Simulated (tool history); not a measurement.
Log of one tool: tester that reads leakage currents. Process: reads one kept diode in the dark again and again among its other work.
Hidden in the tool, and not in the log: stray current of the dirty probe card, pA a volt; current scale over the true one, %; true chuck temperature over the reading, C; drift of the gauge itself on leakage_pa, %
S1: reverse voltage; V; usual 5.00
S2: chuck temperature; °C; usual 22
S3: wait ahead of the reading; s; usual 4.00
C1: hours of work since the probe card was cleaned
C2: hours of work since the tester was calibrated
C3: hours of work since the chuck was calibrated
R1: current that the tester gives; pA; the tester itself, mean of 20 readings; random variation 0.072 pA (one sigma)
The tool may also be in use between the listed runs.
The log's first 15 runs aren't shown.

| run | day | S1 | S2 | S3 | C1 | C2 | C3 | R1 |
|---|---|---|---|---|---|---|---|---|
| 16 | 82.900 | 5.00 | 22 | 2.31 | 402 | 1436 | 155 | 19.08 |
| 17 | 86.117 | 5.00 | 22 | 2.31 | 452 | 1486 | 204 | 19.16 |
| 18 | 90.633 | 1.21 | 38 | 0.32 | 521 | 1555 | 274 | 25.40 |
| 19 | 94.604 | 8.64 | 45 | 0.52 | 583 | 1617 | 335 | 124.05 |
| 20 | 97.708 | 5.00 | 33 | 4.00 | 631 | 1665 | 383 | 40.00 |
| 21 | 104.517 | 5.00 | 25 | 2.31 | 736 | 1770 | 489 | 24.05 |
| 22 | 110.146 | 5.00 | 25 | 2.31 | 823 | 1857 | 576 | 24.44 |
| 23 | 116.317 | 5.00 | 25 | 2.31 | 918 | 1952 | 671 | 24.67 |
| 24 | 122.046 | 1.17 | 57 | 2.23 | 1007 | 2041 | 760 | 78.87 |
|  | 124.358 | probe card cleaned and baked |
| 25 | 126.879 | 1.17 | 57 | 2.23 | 39 | 2114 | 832 | 77.54 |
| 26 | 131.762 | 5.00 | 24 | 4.00 | 114 | 2189 | 908 | 19.75 |
| 27 | 134.858 | 1.12 | 55 | 4.00 | 162 | 2237 | 956 | 66.49 |
| 28 | 137.983 | 2.62 | 55 | 4.00 | 211 | 2285 | 1004 | 108.09 |
| 29 | 142.667 | 1.61 | 45 | 1.97 | 283 | 2358 | 1076 | 43.53 |
| 30 | 146.454 | 1.61 | 45 | 1.97 | 341 | 2416 | 1135 | 43.30 |
| 31 | 152.175 | 1.61 | 45 | 1.97 | 430 | 2505 | 1223 | 43.19 |
| 32 | 156.875 | 14.64 | 22 | 4.00 | 502 | 2577 | 1296 | 35.93 |
| 33 | 163.217 | 14.64 | 22 | 4.00 | 600 | 2675 | 1394 | 37.16 |

5 ways to go on from here, each from the tool as it stands after run 33. What would each give?
| A | 167.042 | 1.94 | 31 | 4.00 | 660 | 2734 | 1453 | ? |
| B | 167.042 | 9.05 | 43 | 4.00 | 660 | 2734 | 1453 | ? |
| C | 167.042 | 2.07 | 26 | 0.74 | 660 | 2734 | 1453 | ? |
| D | 167.042 | 5.00 | 22 | 7.97 | 660 | 2734 | 1453 | ? |
| E | 167.042 | 11.15 | 22 | 0.41 | 660 | 2734 | 1453 | ? |

| run | R1 |
|---|---|
| A | 18.87 |
| B | 103.77 |
| C | 14.45 |
| D | 18.31 |
| E | 37.99 |
Without the tool's hidden state the same runs would have given:
| run | R1 |
|---|---|
| A | 19.55 |
| B | 107.52 |
| C | 14.63 |
| D | 17.30 |
| E | 34.51 |
